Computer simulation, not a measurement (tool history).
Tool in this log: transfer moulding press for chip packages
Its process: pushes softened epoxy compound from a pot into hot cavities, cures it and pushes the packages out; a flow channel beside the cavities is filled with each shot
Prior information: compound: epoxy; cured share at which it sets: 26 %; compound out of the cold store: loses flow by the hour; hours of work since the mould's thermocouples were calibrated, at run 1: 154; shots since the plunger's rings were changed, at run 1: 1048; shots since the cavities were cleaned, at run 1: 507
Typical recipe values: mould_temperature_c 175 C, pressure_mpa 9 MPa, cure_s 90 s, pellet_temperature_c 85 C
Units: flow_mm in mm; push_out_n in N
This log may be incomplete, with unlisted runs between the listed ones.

run	hour	mould_temperature_c	pressure_mpa	cure_s	pellet_temperature_c	hours of work since the mould's thermocouples were calibrated	shots since the plunger's rings were changed	shots since the cavities were cleaned	incoming compound's hours out of the cold store	flow_mm	push_out_n
1	0	175	9	90	85	154	1048	507	36.7	850	728
2	47.4	175	9	90	81	181	1602	1061	25.3	891	828
# hour 53.2: cavities cleaned with cleaning compound and waxed
3	104.3	175	9	90	81	212	2249	597	29.9	874	772
# hour 148.8: cavities cleaned with cleaning compound and waxed
4	164	175	9	90	81	245	2928	177	38.5	834	616
# hour 189.8: plunger's sealing rings changed
5	228.1	175	9	90	81	281	448	897	19.9	932	805
# hour 248.1: cavities cleaned with cleaning compound and waxed
6	274.3	175	9	76	81	306	970	306	29.2	898	1000
7	323.3	175	9	76	81	334	1542	878	12.2	928	1189
# hour 345: cavities cleaned with cleaning compound and waxed
8	394.4	175	9	87	85	374	2356	577	39	827	784
# hour 445.7: cavities cleaned with cleaning compound and waxed
# hour 464.2: plunger's sealing rings changed
9	478.3	175	9	90	90	419	165	352	21.2	924	680
10	527	175	9	90	90	447	734	921	8.2	965	794
# hour 543.4: cavities cleaned with cleaning compound and waxed
11	573.1	175	9	105	85	472	1255	347	46.7	839	562
# hour 637.6: cavities cleaned with cleaning compound and waxed
12	637.6	175	9	105	85	508	1991	0	41.4	828	417
13	715.9	175	7.48	90	85	553	2905	914	26.4	791	782
# hour 734.7: cavities cleaned with cleaning compound and waxed
# hour 742.9: plunger's sealing rings changed
14	756.9	175	7.48	90	85	574	164	231	14.1	858	642
15	793.9	170	10.13	103	81	595	596	663	10.2	1036	819
# hour 833.6: cavities cleaned with cleaning compound and waxed
16	861.4	173	7.39	120	88	633	1368	326	28.6	803	552
# hour 923.3: mould's thermocouples calibrated
# hour 930.3: cavities cleaned with cleaning compound and waxed
17	931.7	173	7.39	120	88	4	2148	17	27.6	802	410
18	1004.2	176	7.39	120	88	45	2995	864	29.1	785	631
# hour 1019.2: plunger's sealing rings changed
# hour 1030.4: cavities cleaned with cleaning compound and waxed
19	1056.2	176	7.39	120	88	73	415	302	36.4	788	537
20	1100.6	175	9	110	85	98	933	820	30.4	904	683
# hour 1128.6: cavities cleaned with cleaning compound and waxed
21	1161.7	169	9	111	85	132	1630	387	19.7	939	693
# hour 1224: cavities cleaned with cleaning compound and waxed
22	1228.2	179	10.17	123	89	169	2389	49	42.9	855	427
23	1265.3	175	9.08	103	77	190	2822	482	16.1	912	648
# hour 1295.3: plunger's sealing rings changed
24	1302.9	169	9.9	100	77	210	88	892	21.2	1000	1021
# hour 1322.2: cavities cleaned with cleaning compound and waxed
25	1361.4	180	9	90	86	243	755	459	41.9	833	631
# hour 1418.1: cavities cleaned with cleaning compound and waxed
26	1433.3	182	8.49	70	86	283	1576	176	25.6	836	677
# hour 1512.4: cavities cleaned with cleaning compound and waxed
27	1515.4	182	8.49	70	86	329	2519	36	30.4	818	547

Below are 3 alternative next runs, each starting from the tool's condition after run 27. Predict each:
A	1559.3	175	9.91	79	94	354	3031	548	19.4	?	?
B	1559.3	175	9	90	89	354	3031	548	11.3	?	?
C	1559.3	175	9	75	94	354	3031	548	12.6	?	?

run	flow_mm	push_out_n
A	930	1001
B	903	757
C	910	1142
Had the tool no hidden state, the same runs would have come out as:
run	flow_mm	push_out_n
A	983	641
B	955	484
C	962	732

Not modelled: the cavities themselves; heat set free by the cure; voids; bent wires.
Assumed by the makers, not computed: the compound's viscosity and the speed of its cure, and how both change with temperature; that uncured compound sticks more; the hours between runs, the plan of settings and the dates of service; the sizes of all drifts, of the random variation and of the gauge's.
